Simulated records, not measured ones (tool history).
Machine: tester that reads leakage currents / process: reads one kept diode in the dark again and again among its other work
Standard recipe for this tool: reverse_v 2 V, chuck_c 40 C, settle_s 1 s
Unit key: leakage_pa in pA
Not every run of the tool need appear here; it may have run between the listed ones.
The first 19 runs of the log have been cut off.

run,hour,reverse_v,chuck_c,settle_s,leakage_pa
20,423.2,2,58,2.61,477.07
21,444.4,2,30,1,44.45
22,473.2,1.37,21,0.5,16.27
23,492.3,1.3,53,1,267.9
24,519.4,1.3,53,1,268.15
25,552.7,19.98,31,7.74,133.12
26,585.3,2,56,1,409.94
27,617.3,3.79,40,1.31,144.1
28,639.5,3.79,40,1.31,144.05
29,664.7,3.79,40,1.31,143.05
30,693,2.32,38,1,97.96
31,719.4,12.77,29,1.82,90.4
32,735.5,5.97,29,1.82,64.95
33,757.5,5.97,29,1.82,65.66
34,773.2,7.49,35,1.99,124.57

Predict each of these 3 candidate next runs independently; none follows another, all start after run 34:
A,795,3.99,33,6.06,?
B,795,6.56,29,1.99,?
C,795,5.26,23,4.72,?

run,leakage_pa
A,78.23
B,67.9
C,34.88
With the hidden condition removed and each run's random variation left untouched, the same runs would have given:
run,leakage_pa
A,78.29
B,67.87
C,34.81

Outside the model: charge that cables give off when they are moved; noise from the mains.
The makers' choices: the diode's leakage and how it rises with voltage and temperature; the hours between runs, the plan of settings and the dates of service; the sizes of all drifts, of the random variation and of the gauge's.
